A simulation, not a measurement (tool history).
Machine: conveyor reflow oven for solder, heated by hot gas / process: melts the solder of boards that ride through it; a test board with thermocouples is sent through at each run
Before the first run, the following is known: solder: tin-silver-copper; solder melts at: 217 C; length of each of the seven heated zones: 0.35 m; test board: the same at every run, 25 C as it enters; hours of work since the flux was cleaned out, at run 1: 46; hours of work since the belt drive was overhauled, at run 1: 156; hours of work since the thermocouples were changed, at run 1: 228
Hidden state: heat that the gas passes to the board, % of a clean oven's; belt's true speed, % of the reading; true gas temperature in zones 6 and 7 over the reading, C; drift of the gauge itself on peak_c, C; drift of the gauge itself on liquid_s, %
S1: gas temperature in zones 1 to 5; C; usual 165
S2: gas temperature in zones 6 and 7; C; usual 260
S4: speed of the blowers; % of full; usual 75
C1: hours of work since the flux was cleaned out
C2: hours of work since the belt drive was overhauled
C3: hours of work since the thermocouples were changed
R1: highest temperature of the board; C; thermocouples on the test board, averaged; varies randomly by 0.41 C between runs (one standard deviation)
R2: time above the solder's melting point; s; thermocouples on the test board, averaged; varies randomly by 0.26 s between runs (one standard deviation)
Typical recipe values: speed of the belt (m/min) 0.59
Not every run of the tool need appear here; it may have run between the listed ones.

Run 1, hour 0: usual settings; C1 46; C2 156; C3 228. Result: R1 243.5 C, R2 44.7 s.
Run 2, hour 7: usual settings; C1 50; C2 161; C3 233. Result: R1 244.5 C, R2 44.9 s.
Run 3, hour 11.6: usual settings; C1 53; C2 164; C3 236. Result: R1 244.2 C, R2 45.4 s.
Run 4, hour 15.5: usual settings but S1 164 C; C1 56; C2 166; C3 238. Result: R1 244.8 C, R2 44.6 s.
Run 5, hour 23.3: usual settings but S1 164 C; C1 61; C2 171; C3 243. Result: R1 243.6 C, R2 45 s.
At hour 28.1: belt drive overhauled, speed set with a stopwatch.
Run 6, hour 31.3: usual settings but S1 164 C; C1 64; C2 2; C3 246. Result: R1 243.4 C, R2 44.9 s.
Run 7, hour 37.7: usual settings but S1 164 C; C1 68; C2 6; C3 250. Result: R1 244.2 C, R2 44 s.
Run 8, hour 42.2: usual settings but S1 160 C, S2 271 C, speed of the belt (m/min) 0.494; C1 71; C2 9; C3 253. Result: R1 258.4 C, R2 65.5 s.
Run 9, hour 47.4: usual settings but S1 160 C, S2 271 C, speed of the belt (m/min) 0.494; C1 74; C2 13; C3 256. Result: R1 257.8 C, R2 65.4 s.
Run 10, hour 54.5: usual settings but S1 160 C, S2 271 C, speed of the belt (m/min) 0.494; C1 79; C2 17; C3 261. Result: R1 258.3 C, R2 65.6 s.
Run 11, hour 59.9: usual settings but S1 152 C, S2 262 C, speed of the belt (m/min) 0.542, S4 59 % of full; C1 82; C2 21; C3 264. Result: R1 243.2 C, R2 44.1 s.

Across each entry between runs, compare the hidden state at the last listed run before it with the hidden state at the first listed run after it:
Runs 5 to 6: belt drive overhauled, speed set with a stopwatch (hour 28.1)
  belt's true speed, % of the reading: 99.7 -> 99.55; true gas temperature in zones 6 and 7 over the reading, C: -1.04 -> -1.05
  measured result minus the result with no hidden state, R1: -1.3 -> -1.2 C; R2: -0.9 -> -0.9 s

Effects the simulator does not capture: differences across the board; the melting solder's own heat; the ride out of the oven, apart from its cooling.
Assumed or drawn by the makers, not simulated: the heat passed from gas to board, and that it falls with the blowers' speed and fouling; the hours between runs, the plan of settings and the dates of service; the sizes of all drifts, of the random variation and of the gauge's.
